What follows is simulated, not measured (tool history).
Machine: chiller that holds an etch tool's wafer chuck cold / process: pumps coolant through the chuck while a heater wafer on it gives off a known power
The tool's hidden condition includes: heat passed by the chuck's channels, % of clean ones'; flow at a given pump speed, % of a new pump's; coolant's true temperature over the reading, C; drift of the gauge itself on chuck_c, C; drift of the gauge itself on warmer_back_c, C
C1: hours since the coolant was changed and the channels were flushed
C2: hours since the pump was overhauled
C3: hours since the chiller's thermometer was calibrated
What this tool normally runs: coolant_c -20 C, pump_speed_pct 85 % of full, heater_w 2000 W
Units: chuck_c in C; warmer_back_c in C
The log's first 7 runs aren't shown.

At day 30.933: chiller's thermometer calibrated.
Run 8, day 34.358: usual settings but pump_speed_pct 91 % of full; C1 4101; C2 5462; C3 82. Result: chuck_c -8.4 C, warmer_back_c 5.76 C.
Run 9, day 40.462: usual settings; C1 4248; C2 5608; C3 229. Result: chuck_c -7.5 C, warmer_back_c 6.17 C.
Run 10, day 47.067: usual settings; C1 4406; C2 5767; C3 387. Result: chuck_c -7.8 C, warmer_back_c 6.22 C.
Run 11, day 52.154: usual settings; C1 4529; C2 5889; C3 509. Result: chuck_c -7.7 C, warmer_back_c 6.25 C.
Run 12, day 56.725: usual settings; C1 4638; C2 5998; C3 619. Result: chuck_c -7.6 C, warmer_back_c 6.29 C.
Run 13, day 61.367: usual settings; C1 4750; C2 6110; C3 730. Result: chuck_c -7.7 C, warmer_back_c 6.24 C.
Run 14, day 64.621: usual settings; C1 4828; C2 6188; C3 809. Result: chuck_c -7.6 C, warmer_back_c 6.25 C.
Run 15, day 70.729: usual settings; C1 4974; C2 6334; C3 955. Result: chuck_c -7.8 C, warmer_back_c 6.34 C.
Run 16, day 73.429: usual settings but heater_w 1419 W; C1 5039; C2 6399; C3 1020. Result: chuck_c -11.2 C, warmer_back_c 4.48 C.
Run 17, day 79.417: usual settings but heater_w 1419 W; C1 5183; C2 6543; C3 1164. Result: chuck_c -11.3 C, warmer_back_c 4.47 C.
Run 18, day 82.754: usual settings but coolant_c -21 C, pump_speed_pct 74 % of full, heater_w 2506 W; C1 5263; C2 6623; C3 1244. Result: chuck_c -3.4 C, warmer_back_c 8.94 C.
Run 19, day 88.712: usual settings but coolant_c -21 C, pump_speed_pct 74 % of full, heater_w 2506 W; C1 5406; C2 6766; C3 1387. Result: chuck_c -3.7 C, warmer_back_c 8.94 C.
Run 20, day 93.85: usual settings but coolant_c -21 C, pump_speed_pct 74 % of full, heater_w 2506 W; C1 5529; C2 6889; C3 1510. Result: chuck_c -3.5 C, warmer_back_c 8.98 C.
Run 21, day 97.617: usual settings but coolant_c -22 C, pump_speed_pct 81 % of full, heater_w 2506 W; C1 5620; C2 6980; C3 1600. Result: chuck_c -5.8 C, warmer_back_c 8.25 C.
Run 22, day 101.892: usual settings but coolant_c -22 C, pump_speed_pct 81 % of full, heater_w 2506 W; C1 5722; C2 7082; C3 1703. Result: chuck_c -5.8 C, warmer_back_c 8.18 C.
Run 23, day 106.708: usual settings but coolant_c -14 C, pump_speed_pct 73 % of full; C1 5838; C2 7198; C3 1819. Result: chuck_c 0 C, warmer_back_c 7.23 C.
Run 24, day 111.958: usual settings but coolant_c -14 C, pump_speed_pct 73 % of full, heater_w 1910 W; C1 5964; C2 7324; C3 1945. Result: chuck_c -0.6 C, warmer_back_c 6.92 C.
Run 25, day 117.612: usual settings but coolant_c -14 C, pump_speed_pct 73 % of full, heater_w 1910 W; C1 6100; C2 7460; C3 2080. Result: chuck_c -0.7 C, warmer_back_c 6.95 C.

For run 26, what comes out?
Run 26, day 122.692: usual settings but coolant_c -23 C; C1 6221; C2 7582; C3 2202. Result: chuck_c ?, warmer_back_c ?.

{"run 26": {"chuck_c": -10.5, "warmer_back_c": 6.33}}
With no hidden state in the tool, this same run would have given chuck_c -10.5 C, warmer_back_c 6.16 C.
